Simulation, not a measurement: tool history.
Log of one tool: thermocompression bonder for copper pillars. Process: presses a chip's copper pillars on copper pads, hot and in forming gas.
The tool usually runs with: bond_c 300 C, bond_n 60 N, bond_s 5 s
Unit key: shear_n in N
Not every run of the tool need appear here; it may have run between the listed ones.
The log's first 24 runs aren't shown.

run,hour,bond_c,bond_n,bond_s,hours of work since the heater was calibrated,hours of work since the force cell was calibrated,hours of work since the gas filter was changed,shear_n
# hour 490.1: forming gas filter changed
25,493.2,273,55,3,1084,865,2,24.6
26,515.5,273,70,3,1100,881,18,31.8
27,528.5,300,45,5,1110,891,28,39
28,548.2,300,45,5,1124,905,42,38.1
29,564.7,303,43,6,1136,917,54,41.2
30,581.4,303,43,6,1148,929,66,40.5
31,608,288,60,5,1167,948,85,41.3
32,634.4,288,60,5,1186,967,104,41.7
33,664.3,277,39,7,1208,988,125,27.4
34,684.3,297,36,4,1222,1003,140,26.1
35,707.8,280,60,12,1239,1020,157,53.2
36,724.3,280,60,12,1251,1032,169,52.9
37,750.8,280,60,12,1270,1051,188,53.2
38,771.4,277,60,3,1285,1065,202,28.2
39,800.6,277,60,3,1306,1086,223,29.3

Each row is a separate what-if for the run after 39, all from the same tool condition, not one after another. Results?
A,828,277,60,4,1325,1106,243,?
B,828,289,60,11,1325,1106,243,?
C,828,288,40,4,1325,1106,243,?
D,828,288,60,3,1325,1106,243,?
E,828,300,44,11,1325,1106,243,?

run,shear_n
A,31.9
B,56.3
C,24.6
D,34.6
E,49.7
Take away the tool's hidden state, keep each run's random variation, and the runs would have read:
run,shear_n
A,37.8
B,64.5
C,29.3
D,40.6
E,57.3
